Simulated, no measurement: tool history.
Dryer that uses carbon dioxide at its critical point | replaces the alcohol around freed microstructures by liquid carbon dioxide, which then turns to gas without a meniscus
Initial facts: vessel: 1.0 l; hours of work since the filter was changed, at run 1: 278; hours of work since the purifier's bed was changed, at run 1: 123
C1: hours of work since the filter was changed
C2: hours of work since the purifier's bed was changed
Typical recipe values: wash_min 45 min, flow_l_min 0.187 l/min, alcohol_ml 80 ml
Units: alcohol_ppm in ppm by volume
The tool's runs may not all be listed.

{"run": 1, "hour": 0.0, "wash_min": 45, "flow_l_min": 0.187, "alcohol_ml": 80, "C1": 278, "C2": 123, "alcohol_ppm": 332}
{"run": 2, "hour": 9.7, "wash_min": 45, "flow_l_min": 0.187, "alcohol_ml": 80, "C1": 284, "C2": 129, "alcohol_ppm": 344}
{"run": 3, "hour": 14.9, "wash_min": 45, "flow_l_min": 0.187, "alcohol_ml": 80, "C1": 287, "C2": 132, "alcohol_ppm": 330}
{"run": 4, "hour": 19.2, "wash_min": 30, "flow_l_min": 0.187, "alcohol_ml": 80, "C1": 290, "C2": 134, "alcohol_ppm": 2019}
{"run": 5, "hour": 24.9, "wash_min": 30, "flow_l_min": 0.187, "alcohol_ml": 80, "C1": 293, "C2": 138, "alcohol_ppm": 1941}
{"run": 6, "hour": 34.9, "wash_min": 30, "flow_l_min": 0.187, "alcohol_ml": 80, "C1": 299, "C2": 144, "alcohol_ppm": 2036}
{"run": 7, "hour": 40.8, "wash_min": 30, "flow_l_min": 0.187, "alcohol_ml": 80, "C1": 303, "C2": 147, "alcohol_ppm": 1990}
{"run": 8, "hour": 48.0, "wash_min": 45, "flow_l_min": 0.187, "alcohol_ml": 80, "C1": 307, "C2": 151, "alcohol_ppm": 348}
{"run": 9, "hour": 52.4, "wash_min": 45, "flow_l_min": 0.187, "alcohol_ml": 80, "C1": 310, "C2": 154, "alcohol_ppm": 343}
{"run": 10, "hour": 61.4, "wash_min": 69, "flow_l_min": 0.187, "alcohol_ml": 80, "C1": 315, "C2": 159, "alcohol_ppm": 66}
{"run": 11, "hour": 66.7, "wash_min": 69, "flow_l_min": 0.187, "alcohol_ml": 80, "C1": 318, "C2": 162, "alcohol_ppm": 60}
{"run": 12, "hour": 74.8, "wash_min": 69, "flow_l_min": 0.187, "alcohol_ml": 80, "C1": 323, "C2": 167, "alcohol_ppm": 57}
{"run": 13, "hour": 79.7, "wash_min": 45, "flow_l_min": 0.187, "alcohol_ml": 80, "C1": 326, "C2": 170, "alcohol_ppm": 362}
{"run": 14, "hour": 84.3, "wash_min": 45, "flow_l_min": 0.187, "alcohol_ml": 80, "C1": 329, "C2": 173, "alcohol_ppm": 349}
{"run": 15, "hour": 92.1, "wash_min": 42, "flow_l_min": 0.187, "alcohol_ml": 80, "C1": 333, "C2": 178, "alcohol_ppm": 494}
{"run": 16, "hour": 96.3, "wash_min": 42, "flow_l_min": 0.187, "alcohol_ml": 80, "C1": 336, "C2": 180, "alcohol_ppm": 502}
{"run": 17, "hour": 101.8, "wash_min": 42, "flow_l_min": 0.187, "alcohol_ml": 80, "C1": 339, "C2": 183, "alcohol_ppm": 501}
{"run": 18, "hour": 111.9, "wash_min": 45, "flow_l_min": 0.187, "alcohol_ml": 61, "C1": 345, "C2": 189, "alcohol_ppm": 303}
{"run": 19, "hour": 117.4, "wash_min": 45, "flow_l_min": 0.187, "alcohol_ml": 61, "C1": 348, "C2": 193, "alcohol_ppm": 303}
{"run": 20, "hour": 121.9, "wash_min": 70, "flow_l_min": 0.173, "alcohol_ml": 23, "C1": 351, "C2": 195, "alcohol_ppm": 54}
{"run": 21, "hour": 131.0, "wash_min": 67, "flow_l_min": 0.148, "alcohol_ml": 37, "C1": 356, "C2": 201, "alcohol_ppm": 111}
{"run": 22, "hour": 139.2, "wash_min": 67, "flow_l_min": 0.148, "alcohol_ml": 37, "C1": 361, "C2": 206, "alcohol_ppm": 120}
{"run": 23, "hour": 146.8, "wash_min": 54, "flow_l_min": 0.283, "alcohol_ml": 80, "C1": 366, "C2": 210, "alcohol_ppm": 58}
{"run": 24, "hour": 156.2, "wash_min": 49, "flow_l_min": 0.187, "alcohol_ml": 73, "C1": 371, "C2": 216, "alcohol_ppm": 241}
{"run": 25, "hour": 162.1, "wash_min": 38, "flow_l_min": 0.187, "alcohol_ml": 80, "C1": 375, "C2": 219, "alcohol_ppm": 835}
{"run": 26, "hour": 167.2, "wash_min": 45, "flow_l_min": 0.213, "alcohol_ml": 75, "C1": 378, "C2": 222, "alcohol_ppm": 201}

What will run 27 give?
{"run": 27, "hour": 174.7, "wash_min": 45, "flow_l_min": 0.213, "alcohol_ml": 75, "C1": 382, "C2": 227, "alcohol_ppm": "?"}

alcohol_ppm: 208 ppm by volume
The same run, on a tool lacking any hidden state, would have yielded alcohol_ppm 84 ppm by volume.
